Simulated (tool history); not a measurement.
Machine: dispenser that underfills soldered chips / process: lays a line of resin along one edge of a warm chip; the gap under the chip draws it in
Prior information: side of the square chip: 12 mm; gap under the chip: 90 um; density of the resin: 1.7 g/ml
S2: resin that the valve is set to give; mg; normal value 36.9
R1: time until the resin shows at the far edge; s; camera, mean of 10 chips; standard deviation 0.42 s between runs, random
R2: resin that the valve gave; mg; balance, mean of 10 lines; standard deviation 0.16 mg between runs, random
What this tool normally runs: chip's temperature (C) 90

run 1 hour=0.0 | chip's_temperature_(C)=90 S2=36.9 | R1=32.9 R2=35.84
run 2 hour=3.1 | chip's_temperature_(C)=90 S2=36.9 | R1=35.0 R2=35.72
run 3 hour=5.6 | chip's_temperature_(C)=90 S2=36.9 | R1=37.0 R2=35.86
-- hour=6.7 new syringe of resin
run 4 hour=9.8 | chip's_temperature_(C)=90 S2=36.9 | R1=30.8 R2=35.69
run 5 hour=13.2 | chip's_temperature_(C)=90 S2=36.9 | R1=32.9 R2=35.73
run 6 hour=15.9 | chip's_temperature_(C)=81 S2=36.9 | R1=46.2 R2=35.51
-- hour=18.4 new syringe of resin
run 7 hour=18.5 | chip's_temperature_(C)=90 S2=36.9 | R1=29.4 R2=35.70
run 8 hour=20.9 | chip's_temperature_(C)=90 S2=36.9 | R1=31.0 R2=35.32
run 9 hour=25.3 | chip's_temperature_(C)=90 S2=36.9 | R1=34.3 R2=35.51
run 10 hour=28.0 | chip's_temperature_(C)=90 S2=45.0 | R1=35.4 R2=42.81
-- hour=29.8 new syringe of resin
run 11 hour=32.5 | chip's_temperature_(C)=90 S2=45.0 | R1=29.4 R2=43.09
run 12 hour=37.1 | chip's_temperature_(C)=90 S2=45.0 | R1=33.0 R2=42.85
-- hour=41.4 new syringe of resin
run 13 hour=41.4 | chip's_temperature_(C)=90 S2=35.8 | R1=28.4 R2=34.07
run 14 hour=43.7 | chip's_temperature_(C)=90 S2=35.8 | R1=30.3 R2=33.92
run 15 hour=45.9 | chip's_temperature_(C)=90 S2=35.8 | R1=31.1 R2=34.09
run 16 hour=49.4 | chip's_temperature_(C)=90 S2=35.8 | R1=34.2 R2=33.99
run 17 hour=51.8 | chip's_temperature_(C)=90 S2=35.8 | R1=36.8 R2=33.61
-- hour=52.9 new syringe of resin
run 18 hour=55.3 | chip's_temperature_(C)=90 S2=35.8 | R1=30.0 R2=33.86
run 19 hour=59.2 | chip's_temperature_(C)=90 S2=33.5 | R1=33.8 R2=31.55
run 20 hour=61.7 | chip's_temperature_(C)=84 S2=36.0 | R1=41.8 R2=33.87
-- hour=64.4 new syringe of resin
run 21 hour=67.0 | chip's_temperature_(C)=86 S2=37.4 | R1=34.6 R2=34.96
run 22 hour=70.9 | chip's_temperature_(C)=87 S2=35.2 | R1=37.3 R2=32.59
run 23 hour=75.0 | chip's_temperature_(C)=87 S2=35.2 | R1=40.8 R2=32.89
-- hour=76.0 new syringe of resin
run 24 hour=78.4 | chip's_temperature_(C)=94 S2=40.0 | R1=26.8 R2=37.26
run 25 hour=82.0 | chip's_temperature_(C)=104 S2=44.0 | R1=22.9 R2=40.82
run 26 hour=85.8 | chip's_temperature_(C)=81 S2=35.7 | R1=46.4 R2=32.93
-- hour=87.5 new syringe of resin
run 27 hour=88.8 | chip's_temperature_(C)=81 S2=35.7 | R1=38.2 R2=33.04
run 28 hour=93.1 | chip's_temperature_(C)=99 S2=36.9 | R1=26.0 R2=33.96
-- hour=95.9 dispensing valve cleaned and set on the balance
run 29 hour=99.0 | chip's_temperature_(C)=96 S2=43.7 | R1=30.7 R2=43.89
-- hour=100.1 new syringe of resin
run 30 hour=102.1 | chip's_temperature_(C)=96 S2=43.7 | R1=24.8 R2=43.54
run 31 hour=104.4 | chip's_temperature_(C)=96 S2=43.7 | R1=26.1 R2=43.44
run 32 hour=109.1 | chip's_temperature_(C)=77 S2=40.2 | R1=49.3 R2=40.09
-- hour=111.6 new syringe of resin
run 33 hour=114.1 | chip's_temperature_(C)=83 S2=31.8 | R1=37.8 R2=31.50
run 34 hour=117.3 | chip's_temperature_(C)=76 S2=41.9 | R1=47.0 R2=41.73
run 35 hour=121.3 | chip's_temperature_(C)=76 S2=41.9 | R1=52.1 R2=41.44

The same runs without the tool's hidden state, with the same run-to-run variation:
What the log doesn't record here: resin's viscosity, % of fresh resin's; dose that the valve gives, % of what is set; true chip temperature over the reading, C; drift of the gauge itself on fill_s, %; drift of the gauge itself on given_mg, %.
run=1 R1=29.1 R2=36.81
run=2 R1=28.8 R2=36.75
run=3 R1=28.9 R2=36.95
run=4 R1=28.7 R2=36.85
run=5 R1=28.2 R2=36.96
run=6 R1=37.6 R2=36.80
run=7 R1=29.3 R2=37.04
run=8 R1=29.2 R2=36.70
run=9 R1=29.3 R2=37.00
run=10 R1=28.5 R2=44.68
run=11 R1=28.2 R2=45.08
run=12 R1=28.7 R2=44.96
run=13 R1=28.6 R2=35.83
run=14 R1=28.9 R2=35.72
run=15 R1=28.2 R2=35.96
run=16 R1=28.7 R2=35.92
run=17 R1=29.3 R2=35.58
run=18 R1=28.5 R2=35.91
run=19 R1=29.4 R2=33.55
run=20 R1=34.4 R2=36.06
run=21 R1=32.3 R2=37.34
run=22 R1=31.8 R2=34.90
run=23 R1=31.8 R2=35.30
run=24 R1=25.6 R2=40.07
run=25 R1=20.2 R2=44.00
run=26 R1=37.3 R2=35.59
run=27 R1=37.4 R2=35.78
run=28 R1=23.1 R2=36.87
run=29 R1=24.7 R2=43.92
run=30 R1=24.2 R2=43.64
run=31 R1=24.2 R2=43.60
run=32 R1=41.1 R2=40.36
run=33 R1=35.9 R2=31.80
run=34 R1=41.6 R2=42.19
run=35 R1=42.2 R2=42.00
